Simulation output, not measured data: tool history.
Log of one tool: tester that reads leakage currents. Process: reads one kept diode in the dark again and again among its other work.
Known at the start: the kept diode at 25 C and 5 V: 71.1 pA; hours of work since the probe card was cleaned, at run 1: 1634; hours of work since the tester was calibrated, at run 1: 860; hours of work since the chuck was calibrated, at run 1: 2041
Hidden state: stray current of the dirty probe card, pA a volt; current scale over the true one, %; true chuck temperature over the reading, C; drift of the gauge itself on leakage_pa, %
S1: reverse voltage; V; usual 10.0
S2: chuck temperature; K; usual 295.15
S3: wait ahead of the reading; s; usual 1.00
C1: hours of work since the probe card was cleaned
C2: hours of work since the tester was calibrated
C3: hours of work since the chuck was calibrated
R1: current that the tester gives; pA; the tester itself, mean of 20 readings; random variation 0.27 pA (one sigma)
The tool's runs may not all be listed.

run,hour,S1,S2,S3,C1,C2,C3,R1
1,0.0,10.0,295.15,1.00,1634,860,2041,87.89
2,93.2,10.0,295.15,1.00,1683,908,2090,87.85
3,201.0,10.0,295.15,1.00,1739,965,2146,87.70
4,285.5,10.0,295.15,1.00,1783,1009,2191,87.56
# hour 329.4: chuck's temperature calibrated
5,438.9,10.0,295.15,1.00,1863,1089,57,87.29
6,546.5,10.0,295.15,1.00,1919,1145,114,87.54
7,698.5,10.0,295.15,1.00,1999,1224,193,87.53
8,804.9,10.0,309.15,1.00,2054,1280,249,246.12
9,942.3,10.0,309.15,1.00,2126,1352,321,246.32
10,1036.7,10.0,309.15,1.00,2176,1402,370,246.20
11,1207.7,10.0,309.15,1.00,2265,1491,460,245.75
12,1368.6,10.0,309.15,1.00,2350,1575,544,245.82
13,1502.2,10.0,309.15,1.00,2420,1645,614,246.41
# hour 1647.3: probe card cleaned and baked
14,1671.3,10.0,295.15,1.00,13,1732,701,87.48
15,1815.1,10.0,295.15,1.13,88,1808,777,87.64
16,1914.5,10.0,295.15,1.13,140,1860,829,87.26
17,2012.6,10.0,295.15,1.13,191,1911,880,86.80
18,2123.7,10.0,295.15,1.13,249,1969,938,87.27
19,2258.7,10.0,295.15,1.13,320,2040,1009,87.28
20,2359.8,10.0,320.15,0.38,373,2093,1062,528.43
21,2454.4,5.3,329.15,1.67,423,2143,1111,648.92
22,2588.1,8.4,329.15,4.45,493,2213,1181,846.37
23,2687.5,8.4,329.15,4.45,545,2265,1234,848.25
24,2780.0,8.4,329.15,4.45,593,2313,1282,846.58
25,2888.5,10.0,295.15,2.94,650,2370,1339,85.71

Forecast run 26:
26,2966.8,10.0,294.15,7.49,691,2411,1380,?

{"run 26": {"R1": 78.72}}
Without the tool's hidden state the same run would have given R1 78.66 pA.
